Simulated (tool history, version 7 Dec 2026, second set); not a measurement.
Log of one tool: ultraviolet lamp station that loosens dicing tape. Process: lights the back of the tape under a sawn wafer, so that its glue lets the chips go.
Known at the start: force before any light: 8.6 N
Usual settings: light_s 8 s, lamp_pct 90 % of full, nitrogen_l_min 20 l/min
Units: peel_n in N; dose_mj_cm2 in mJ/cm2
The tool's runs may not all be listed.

Run 1, hour 0.0: usual settings. Result: peel_n 0.276 N, dose_mj_cm2 465 mJ/cm2.
Run 2, hour 48.7: usual settings. Result: peel_n 0.279 N, dose_mj_cm2 456 mJ/cm2.
Run 3, hour 79.1: usual settings. Result: peel_n 0.283 N, dose_mj_cm2 458 mJ/cm2.
Run 4, hour 128.7: usual settings. Result: peel_n 0.272 N, dose_mj_cm2 462 mJ/cm2.
Run 5, hour 167.6: usual settings. Result: peel_n 0.278 N, dose_mj_cm2 460 mJ/cm2.
Run 6, hour 204.1: usual settings. Result: peel_n 0.274 N, dose_mj_cm2 461 mJ/cm2.
Run 7, hour 230.7: usual settings. Result: peel_n 0.277 N, dose_mj_cm2 460 mJ/cm2.
Run 8, hour 268.5: usual settings. Result: peel_n 0.268 N, dose_mj_cm2 458 mJ/cm2.
Run 9, hour 302.9: usual settings. Result: peel_n 0.286 N, dose_mj_cm2 457 mJ/cm2.
Run 10, hour 341.1: usual settings. Result: peel_n 0.281 N, dose_mj_cm2 467 mJ/cm2.
Run 11, hour 383.0: usual settings but nitrogen_l_min 22 l/min. Result: peel_n 0.264 N, dose_mj_cm2 463 mJ/cm2.
Run 12, hour 423.5: usual settings. Result: peel_n 0.273 N, dose_mj_cm2 458 mJ/cm2.
Run 13, hour 452.4: usual settings. Result: peel_n 0.287 N, dose_mj_cm2 461 mJ/cm2.
Run 14, hour 505.2: usual settings. Result: peel_n 0.277 N, dose_mj_cm2 455 mJ/cm2.
Run 15, hour 562.4: usual settings. Result: peel_n 0.293 N, dose_mj_cm2 457 mJ/cm2.
Run 16, hour 617.4: usual settings. Result: peel_n 0.281 N, dose_mj_cm2 455 mJ/cm2.
Run 17, hour 675.4: usual settings. Result: peel_n 0.270 N, dose_mj_cm2 459 mJ/cm2.
Run 18, hour 724.1: usual settings. Result: peel_n 0.282 N, dose_mj_cm2 460 mJ/cm2.
Run 19, hour 760.8: usual settings. Result: peel_n 0.277 N, dose_mj_cm2 461 mJ/cm2.
Run 20, hour 812.5: usual settings. Result: peel_n 0.270 N, dose_mj_cm2 458 mJ/cm2.
Run 21, hour 864.3: usual settings. Result: peel_n 0.284 N, dose_mj_cm2 458 mJ/cm2.
Run 22, hour 900.9: usual settings but nitrogen_l_min 37 l/min. Result: peel_n 0.198 N, dose_mj_cm2 461 mJ/cm2.
Run 23, hour 941.4: usual settings but light_s 11 s, lamp_pct 76 % of full. Result: peel_n 0.215 N, dose_mj_cm2 537 mJ/cm2.
Run 24, hour 995.6: usual settings but lamp_pct 76 % of full, nitrogen_l_min 6 l/min. Result: peel_n 1.179 N, dose_mj_cm2 387 mJ/cm2.
Run 25, hour 1041.3: usual settings but lamp_pct 76 % of full, nitrogen_l_min 6 l/min. Result: peel_n 1.137 N, dose_mj_cm2 386 mJ/cm2.
Run 26, hour 1067.8: usual settings but lamp_pct 76 % of full, nitrogen_l_min 6 l/min. Result: peel_n 1.140 N, dose_mj_cm2 393 mJ/cm2.
Run 27, hour 1116.4: usual settings but light_s 12 s, lamp_pct 76 % of full, nitrogen_l_min 23 l/min. Result: peel_n 0.177 N, dose_mj_cm2 589 mJ/cm2.
Run 28, hour 1163.3: usual settings but light_s 13 s, lamp_pct 99 % of full. Result: peel_n 0.143 N, dose_mj_cm2 828 mJ/cm2.
Run 29, hour 1198.1: usual settings but light_s 15 s, lamp_pct 84 % of full, nitrogen_l_min 29 l/min. Result: peel_n 0.138 N, dose_mj_cm2 808 mJ/cm2.
Run 30, hour 1251.4: usual settings but lamp_pct 92 % of full. Result: peel_n 0.268 N, dose_mj_cm2 467 mJ/cm2.
Run 31, hour 1289.6: usual settings but light_s 13 s, lamp_pct 70 % of full, nitrogen_l_min 21 l/min. Result: peel_n 0.188 N, dose_mj_cm2 581 mJ/cm2.
Run 32, hour 1340.2: usual settings but light_s 5 s, lamp_pct 68 % of full, nitrogen_l_min 13 l/min. Result: peel_n 1.790 N, dose_mj_cm2 221 mJ/cm2.
Run 33, hour 1367.9: usual settings but lamp_pct 62 % of full. Result: peel_n 0.680 N, dose_mj_cm2 315 mJ/cm2.
Run 34, hour 1418.2: usual settings but light_s 11 s, lamp_pct 68 % of full, nitrogen_l_min 11 l/min. Result: peel_n 0.446 N, dose_mj_cm2 479 mJ/cm2.
Run 35, hour 1476.1: usual settings but light_s 11 s, lamp_pct 68 % of full, nitrogen_l_min 11 l/min. Result: peel_n 0.450 N, dose_mj_cm2 469 mJ/cm2.
Run 36, hour 1501.9: usual settings but light_s 11 s, lamp_pct 88 % of full, nitrogen_l_min 32 l/min. Result: peel_n 0.150 N, dose_mj_cm2 619 mJ/cm2.
Run 37, hour 1557.2: usual settings but lamp_pct 63 % of full, nitrogen_l_min 32 l/min. Result: peel_n 0.452 N, dose_mj_cm2 323 mJ/cm2.
Run 38, hour 1588.0: usual settings but lamp_pct 63 % of full, nitrogen_l_min 32 l/min. Result: peel_n 0.451 N, dose_mj_cm2 324 mJ/cm2.
Run 39, hour 1613.3: usual settings but lamp_pct 70 % of full, nitrogen_l_min 13 l/min. Result: peel_n 0.695 N, dose_mj_cm2 358 mJ/cm2.
Run 40, hour 1664.6: usual settings but lamp_pct 70 % of full, nitrogen_l_min 13 l/min. Result: peel_n 0.717 N, dose_mj_cm2 355 mJ/cm2.
Run 41, hour 1696.6: usual settings but lamp_pct 70 % of full, nitrogen_l_min 13 l/min. Result: peel_n 0.764 N, dose_mj_cm2 361 mJ/cm2.
Run 42, hour 1729.8: usual settings but lamp_pct 70 % of full, nitrogen_l_min 13 l/min. Result: peel_n 0.720 N, dose_mj_cm2 357 mJ/cm2.
Run 43, hour 1790.0: usual settings but lamp_pct 96 % of full, nitrogen_l_min 19 l/min. Result: peel_n 0.263 N, dose_mj_cm2 491 mJ/cm2.

Not shown: 3 entries that the log had between the listed runs. Between which runs, and how does the tool's hidden state differ before and after?
Between runs 8 and 9: lamp changed (hour 295.4)
  lamp's light, % of a new lamp's: 99.7 -> 100
Between runs 29 and 30: window cleaned of glue's vapour (hour 1212.4)
  light that the window lets through, % of a clean one's: 99.9 -> 100
Between runs 42 and 43: lamp changed (hour 1785.2)
  lamp's light, % of a new lamp's: 99.7 -> 100

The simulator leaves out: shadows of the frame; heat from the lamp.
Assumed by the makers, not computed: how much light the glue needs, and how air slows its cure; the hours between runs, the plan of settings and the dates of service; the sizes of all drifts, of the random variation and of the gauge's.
